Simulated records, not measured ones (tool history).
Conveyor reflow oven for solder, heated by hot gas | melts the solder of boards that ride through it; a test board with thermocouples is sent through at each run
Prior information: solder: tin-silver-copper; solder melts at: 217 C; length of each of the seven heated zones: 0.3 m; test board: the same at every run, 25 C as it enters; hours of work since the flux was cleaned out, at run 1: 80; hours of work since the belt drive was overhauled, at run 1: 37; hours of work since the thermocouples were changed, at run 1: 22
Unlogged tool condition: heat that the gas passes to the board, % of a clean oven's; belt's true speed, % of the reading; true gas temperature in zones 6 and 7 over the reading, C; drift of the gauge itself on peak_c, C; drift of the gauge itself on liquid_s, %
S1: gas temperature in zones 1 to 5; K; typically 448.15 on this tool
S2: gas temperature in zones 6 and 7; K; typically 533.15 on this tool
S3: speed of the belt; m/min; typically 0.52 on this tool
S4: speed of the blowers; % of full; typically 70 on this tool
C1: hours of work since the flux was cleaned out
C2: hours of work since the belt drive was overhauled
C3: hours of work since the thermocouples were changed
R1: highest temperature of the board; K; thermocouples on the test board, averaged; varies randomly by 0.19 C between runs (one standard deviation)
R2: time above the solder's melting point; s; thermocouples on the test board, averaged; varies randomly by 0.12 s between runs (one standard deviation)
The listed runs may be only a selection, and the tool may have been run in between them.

{"run": 1, "hour": 0.0, "S1": 448.15, "S2": 533.15, "S3": 0.52, "S4": 70, "C1": 80, "C2": 37, "C3": 22, "R1": 522.65, "R2": 51.7}
{"run": 2, "hour": 18.8, "S1": 448.15, "S2": 545.15, "S3": 0.52, "S4": 70, "C1": 87, "C2": 45, "C3": 30, "R1": 533.75, "R2": 57.8}
{"run": 3, "hour": 31.6, "S1": 448.15, "S2": 545.15, "S3": 0.52, "S4": 70, "C1": 93, "C2": 50, "C3": 35, "R1": 533.55, "R2": 57.4}
{"run": 4, "hour": 48.1, "S1": 448.15, "S2": 545.15, "S3": 0.577, "S4": 70, "C1": 99, "C2": 56, "C3": 42, "R1": 530.45, "R2": 50}
{"run": 5, "hour": 63.5, "S1": 456.15, "S2": 533.15, "S3": 0.52, "S4": 70, "C1": 106, "C2": 63, "C3": 48, "R1": 523.45, "R2": 55}
{"run": 6, "hour": 81.9, "S1": 456.15, "S2": 533.15, "S3": 0.52, "S4": 70, "C1": 113, "C2": 70, "C3": 56, "R1": 523.55, "R2": 55.2}
{"run": 7, "hour": 98.4, "S1": 456.15, "S2": 533.15, "S3": 0.52, "S4": 70, "C1": 120, "C2": 77, "C3": 63, "R1": 523.25, "R2": 55.1}
{"run": 8, "hour": 118.4, "S1": 456.15, "S2": 533.15, "S3": 0.52, "S4": 70, "C1": 128, "C2": 85, "C3": 71, "R1": 523.25, "R2": 55.2}
{"run": 9, "hour": 138.7, "S1": 456.15, "S2": 533.15, "S3": 0.52, "S4": 70, "C1": 136, "C2": 93, "C3": 79, "R1": 523.35, "R2": 55.1}
{"run": 10, "hour": 159.6, "S1": 448.15, "S2": 533.15, "S3": 0.52, "S4": 70, "C1": 145, "C2": 102, "C3": 87, "R1": 522.15, "R2": 51.4}
{"run": 11, "hour": 175.7, "S1": 455.15, "S2": 533.15, "S3": 0.52, "S4": 70, "C1": 151, "C2": 108, "C3": 94, "R1": 522.85, "R2": 54.5}
{"run": 12, "hour": 192.4, "S1": 455.15, "S2": 533.15, "S3": 0.52, "S4": 70, "C1": 158, "C2": 115, "C3": 101, "R1": 523.15, "R2": 54.6}
{"run": 13, "hour": 213.3, "S1": 448.15, "S2": 533.15, "S3": 0.478, "S4": 78, "C1": 167, "C2": 124, "C3": 109, "R1": 525.45, "R2": 59.5}
{"run": 14, "hour": 227.8, "S1": 462.15, "S2": 522.15, "S3": 0.583, "S4": 69, "C1": 172, "C2": 130, "C3": 115, "R1": 511.95, "R2": 42.6}
{"run": 15, "hour": 237.2, "S1": 455.15, "S2": 521.15, "S3": 0.576, "S4": 80, "C1": 176, "C2": 134, "C3": 119, "R1": 511.65, "R2": 41.7}
{"run": 16, "hour": 248.8, "S1": 442.15, "S2": 547.15, "S3": 0.576, "S4": 80, "C1": 181, "C2": 138, "C3": 124, "R1": 533.35, "R2": 50.2}
{"run": 17, "hour": 269.3, "S1": 448.15, "S2": 539.15, "S3": 0.52, "S4": 70, "C1": 189, "C2": 147, "C3": 132, "R1": 527.45, "R2": 54.6}
{"run": 18, "hour": 283.2, "S1": 448.15, "S2": 539.15, "S3": 0.52, "S4": 70, "C1": 195, "C2": 152, "C3": 138, "R1": 527.65, "R2": 54.5}
{"run": 19, "hour": 297.2, "S1": 448.15, "S2": 539.15, "S3": 0.52, "S4": 70, "C1": 201, "C2": 158, "C3": 144, "R1": 527.35, "R2": 54.6}
{"run": 20, "hour": 307.0, "S1": 434.15, "S2": 533.15, "S3": 0.54, "S4": 70, "C1": 205, "C2": 162, "C3": 148, "R1": 519.15, "R2": 42.7}
{"run": 21, "hour": 319.2, "S1": 448.15, "S2": 533.15, "S3": 0.441, "S4": 70, "C1": 210, "C2": 167, "C3": 153, "R1": 525.45, "R2": 65}
{"run": 22, "hour": 330.3, "S1": 443.15, "S2": 533.15, "S3": 0.577, "S4": 58, "C1": 214, "C2": 171, "C3": 157, "R1": 515.25, "R2": 37.8}
{"run": 23, "hour": 347.5, "S1": 443.15, "S2": 533.15, "S3": 0.577, "S4": 58, "C1": 221, "C2": 178, "C3": 164, "R1": 515.35, "R2": 37.8}

Branching from run 23: 4 alternative next runs. What would each branch give?
{"run": "A", "hour": 362.9, "S1": 448.15, "S2": 533.15, "S3": 0.594, "S4": 72, "C1": 228, "C2": 185, "C3": 170, "R1": "?", "R2": "?"}
{"run": "B", "hour": 362.9, "S1": 438.15, "S2": 533.15, "S3": 0.52, "S4": 70, "C1": 228, "C2": 185, "C3": 170, "R1": "?", "R2": "?"}
{"run": "C", "hour": 362.9, "S1": 443.15, "S2": 548.15, "S3": 0.577, "S4": 61, "C1": 228, "C2": 185, "C3": 170, "R1": "?", "R2": "?"}
{"run": "D", "hour": 362.9, "S1": 443.15, "S2": 533.15, "S3": 0.487, "S4": 58, "C1": 228, "C2": 185, "C3": 170, "R1": "?", "R2": "?"}

run=A R1=518.75 R2=42.1
run=B R1=520.55 R2=47.1
run=C R1=528.75 R2=47.2
run=D R1=520.05 R2=51.3
What these runs would have given with no unlogged condition in the tool:
run=A R1=520.45 R2=43.5
run=B R1=522.15 R2=48.5
run=C R1=530.55 R2=48.3
run=D R1=521.45 R2=52.6

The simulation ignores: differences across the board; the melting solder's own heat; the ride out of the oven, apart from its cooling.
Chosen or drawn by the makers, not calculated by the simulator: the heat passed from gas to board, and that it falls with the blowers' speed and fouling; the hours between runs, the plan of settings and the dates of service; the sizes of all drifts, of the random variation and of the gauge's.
